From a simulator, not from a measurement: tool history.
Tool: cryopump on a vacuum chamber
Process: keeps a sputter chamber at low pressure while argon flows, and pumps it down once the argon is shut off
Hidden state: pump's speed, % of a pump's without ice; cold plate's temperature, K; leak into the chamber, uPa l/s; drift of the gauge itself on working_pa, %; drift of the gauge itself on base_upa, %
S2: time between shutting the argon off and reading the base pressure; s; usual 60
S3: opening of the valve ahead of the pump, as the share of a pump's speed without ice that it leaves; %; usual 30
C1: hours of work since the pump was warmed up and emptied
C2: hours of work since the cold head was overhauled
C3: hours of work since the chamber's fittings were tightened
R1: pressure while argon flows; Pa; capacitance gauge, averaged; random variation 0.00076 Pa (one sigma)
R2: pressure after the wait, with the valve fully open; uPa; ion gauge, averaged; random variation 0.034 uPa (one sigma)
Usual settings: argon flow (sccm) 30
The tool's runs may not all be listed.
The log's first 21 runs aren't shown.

Run 22, hour 1423.9: usual settings but argon flow (sccm) 20, S2 282 s, S3 19 %; C1 412; C2 2686; C3 2903. Result: R1 0.1562 Pa, R2 3.51 uPa.
Run 23, hour 1485.1: usual settings but argon flow (sccm) 46, S2 126 s; C1 446; C2 2719; C3 2936. Result: R1 0.2299 Pa, R2 3.96 uPa.
Run 24, hour 1535.7: usual settings but argon flow (sccm) 36, S2 126 s, S3 18 %; C1 474; C2 2747; C3 2964. Result: R1 0.2951 Pa, R2 4.05 uPa.
Run 25, hour 1593.9: usual settings but argon flow (sccm) 54, S2 185 s, S3 16 %; C1 506; C2 2779; C3 2996. Result: R1 0.5011 Pa, R2 3.79 uPa.
At hour 1674.8: leaking fittings of the chamber tightened, without venting.
Run 26, hour 1686.2: usual settings but argon flow (sccm) 20, S2 144 s, S3 34 %; C1 556; C2 2829; C3 6. Result: R1 0.0911 Pa, R2 1.05 uPa.
Run 27, hour 1781.7: usual settings but argon flow (sccm) 15, S2 136 s, S3 32 %; C1 608; C2 2881; C3 59. Result: R1 0.0725 Pa, R2 1.15 uPa.
Run 28, hour 1840.6: usual settings but argon flow (sccm) 16, S2 49 s, S3 54 %; C1 641; C2 2914; C3 91. Result: R1 0.0483 Pa, R2 2.45 uPa.
Run 29, hour 1894.2: usual settings but argon flow (sccm) 28, S2 45 s; C1 670; C2 2943; C3 121. Result: R1 0.1465 Pa, R2 2.56 uPa.
Run 30, hour 1943.4: usual settings but argon flow (sccm) 59, S2 30 s; C1 697; C2 2971; C3 148. Result: R1 0.3087 Pa, R2 3.72 uPa.
At hour 1999.0: pump warmed up, emptied and cooled again.
Run 31, hour 2026.0: usual settings but argon flow (sccm) 35, S2 42 s, S3 22 %; C1 15; C2 3013; C3 191. Result: R1 0.2311 Pa, R2 2.74 uPa.
Run 32, hour 2115.1: usual settings but argon flow (sccm) 35, S2 135 s, S3 18 %; C1 64; C2 3062; C3 240. Result: R1 0.2804 Pa, R2 1.26 uPa.
Run 33, hour 2175.5: usual settings but argon flow (sccm) 41, S2 26 s; C1 97; C2 3095; C3 273. Result: R1 0.2005 Pa, R2 4.14 uPa.

4 ways to go on from here, each from the tool as it stands after run 33. What would each give?
Run A, hour 2257.0: usual settings but argon flow (sccm) 55; C1 142; C2 3140; C3 318. Result: R1 ?, R2 ?.
Run B, hour 2257.0: usual settings but S3 60 %; C1 142; C2 3140; C3 318. Result: R1 ?, R2 ?.
Run C, hour 2257.0: usual settings but argon flow (sccm) 28, S2 26 s, S3 44 %; C1 142; C2 3140; C3 318. Result: R1 ?, R2 ?.
Run D, hour 2257.0: usual settings but argon flow (sccm) 23, S2 194 s; C1 142; C2 3140; C3 318. Result: R1 ?, R2 ?.

run      R1    R2
  A  0.2669  2.10
  B  0.0749  2.10
  C  0.0943  4.17
  D  0.1131  1.02
Without the tool's hidden state the same runs would have given:
run      R1    R2
  A  0.2602  1.76
  B  0.0712  1.77
  C  0.0909  3.83
  D  0.1102  0.68
